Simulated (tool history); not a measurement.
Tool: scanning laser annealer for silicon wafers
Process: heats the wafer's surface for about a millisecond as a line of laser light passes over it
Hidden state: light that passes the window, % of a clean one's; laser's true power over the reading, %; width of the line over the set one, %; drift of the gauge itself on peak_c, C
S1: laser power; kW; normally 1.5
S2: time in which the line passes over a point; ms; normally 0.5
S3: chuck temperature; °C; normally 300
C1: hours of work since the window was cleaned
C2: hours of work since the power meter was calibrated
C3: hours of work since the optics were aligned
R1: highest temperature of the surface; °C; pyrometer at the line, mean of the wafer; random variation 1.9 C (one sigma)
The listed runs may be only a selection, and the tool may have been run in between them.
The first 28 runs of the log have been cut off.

Run 29, hour 1439.8: usual settings but S1 1.296 kW; C1 168; C2 1214; C3 543. Result: R1 977 °C.
Run 30, hour 1512.9: usual settings but S2 0.503 ms; C1 223; C2 1269; C3 598. Result: R1 1112 °C.
Run 31, hour 1563.3: usual settings but S2 0.503 ms; C1 261; C2 1307; C3 636. Result: R1 1113 °C.
Run 32, hour 1612.9: usual settings but S1 1.592 kW, S2 0.44 ms, S3 271 °C; C1 298; C2 1345; C3 673. Result: R1 1082 °C.
Run 33, hour 1666.6: usual settings but S2 0.408 ms, S3 262 °C; C1 339; C2 1385; C3 714. Result: R1 986 °C.
Run 34, hour 1700.7: usual settings but S2 0.408 ms, S3 262 °C; C1 365; C2 1411; C3 739. Result: R1 983 °C.
Run 35, hour 1749.9: usual settings but S2 0.408 ms, S3 262 °C; C1 402; C2 1448; C3 776. Result: R1 983 °C.
Run 36, hour 1802.9: usual settings but S2 0.408 ms, S3 262 °C; C1 441; C2 1487; C3 816. Result: R1 980 °C.
Run 37, hour 1878.3: usual settings but S1 1.523 kW, S3 338 °C; C1 498; C2 1544; C3 873. Result: R1 1144 °C.
Run 38, hour 1918.8: usual settings but S1 1.303 kW, S3 276 °C; C1 529; C2 1575; C3 903. Result: R1 938 °C.
Run 39, hour 1960.9: usual settings but S1 1.551 kW, S2 0.577 ms; C1 560; C2 1606; C3 935. Result: R1 1182 °C.
Run 40, hour 2034.6: usual settings but S1 1.551 kW, S2 0.577 ms; C1 616; C2 1662; C3 991. Result: R1 1177 °C.

Branching from run 40: 4 alternative next runs. What would each branch give?
Run A, hour 2082: usual settings but S1 1.541 kW, S2 0.456 ms, S3 321 °C; C1 651; C2 1697; C3 1026. Result: R1 ?.
Run B, hour 2082: usual settings but S2 0.399 ms, S3 287 °C; C1 651; C2 1697; C3 1026. Result: R1 ?.
Run C, hour 2082: usual settings but S1 1.641 kW, S2 0.584 ms, S3 301 °C; C1 651; C2 1697; C3 1026. Result: R1 ?.
Run D, hour 2082: usual settings but S1 1.63 kW; C1 651; C2 1697; C3 1026. Result: R1 ?.

run    R1
  A  1090
  B   981
  C  1248
  D  1167
Take away the tool's hidden state, keep each run's random variation, and the runs would have read:
run    R1
  A  1155
  B  1039
  C  1327
  D  1240
